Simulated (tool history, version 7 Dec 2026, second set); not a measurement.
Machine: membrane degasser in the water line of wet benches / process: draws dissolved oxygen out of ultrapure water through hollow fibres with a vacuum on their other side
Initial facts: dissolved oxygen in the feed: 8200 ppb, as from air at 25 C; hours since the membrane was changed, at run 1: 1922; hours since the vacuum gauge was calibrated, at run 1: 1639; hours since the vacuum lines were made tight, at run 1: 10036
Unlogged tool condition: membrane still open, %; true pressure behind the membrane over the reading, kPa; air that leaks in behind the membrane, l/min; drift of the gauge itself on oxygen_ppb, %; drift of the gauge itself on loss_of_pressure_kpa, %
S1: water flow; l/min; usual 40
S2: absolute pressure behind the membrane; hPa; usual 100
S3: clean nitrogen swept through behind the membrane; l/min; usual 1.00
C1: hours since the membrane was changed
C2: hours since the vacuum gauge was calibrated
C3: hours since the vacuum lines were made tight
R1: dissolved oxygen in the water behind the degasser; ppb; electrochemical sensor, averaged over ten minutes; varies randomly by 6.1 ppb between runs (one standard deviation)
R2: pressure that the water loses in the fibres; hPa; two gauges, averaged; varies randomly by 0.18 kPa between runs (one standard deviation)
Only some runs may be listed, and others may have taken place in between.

run	day	S1	S2	S3	C1	C2	C3	R1	R2
1	0.000	40	100	1.00	1922	1639	10036	627.8	338.7
2	2.983	40	61	1.00	1993	1711	10107	332.6	337.5
3	6.512	40	61	1.00	2078	1795	10192	330.3	339.8
4	9.071	40	136	1.00	2139	1857	10253	856.9	339.0
5	12.246	40	136	1.00	2216	1933	10329	864.4	341.6
6	14.371	43	100	1.00	2267	1984	10380	657.4	367.0
7	16.712	43	100	1.00	2323	2040	10437	662.5	366.8
8	19.429	40	204	1.00	2388	2105	10502	1299.6	341.1
9	21.612	40	204	1.00	2440	2158	10554	1322.3	337.7
10	23.262	50	100	1.20	2480	2197	10594	682.9	423.0
11	25.017	40	99	1.00	2522	2239	10636	624.9	336.7
12	27.867	40	99	1.00	2591	2308	10704	613.4	340.2
13	29.608	40	226	1.00	2632	2350	10746	1444.3	340.8
14	31.654	33	148	0.68	2681	2399	10795	1042.5	280.2
15	34.300	37	105	2.15	2745	2462	10859	370.5	314.5

Forecast each of these 3 alternatives for the next run:
A	37.262	62	133	0.97	2816	2533	10930	?	?
B	37.262	45	100	1.21	2816	2533	10930	?	?
C	37.262	40	105	0.71	2816	2533	10930	?	?

run	R1	R2
A	1221.6	526.4
B	608.1	384.0
C	802.5	341.5
Without the tool's hidden state the same runs would have given:
run	R1	R2
A	1206.9	520.3
B	595.3	379.5
C	790.3	337.5
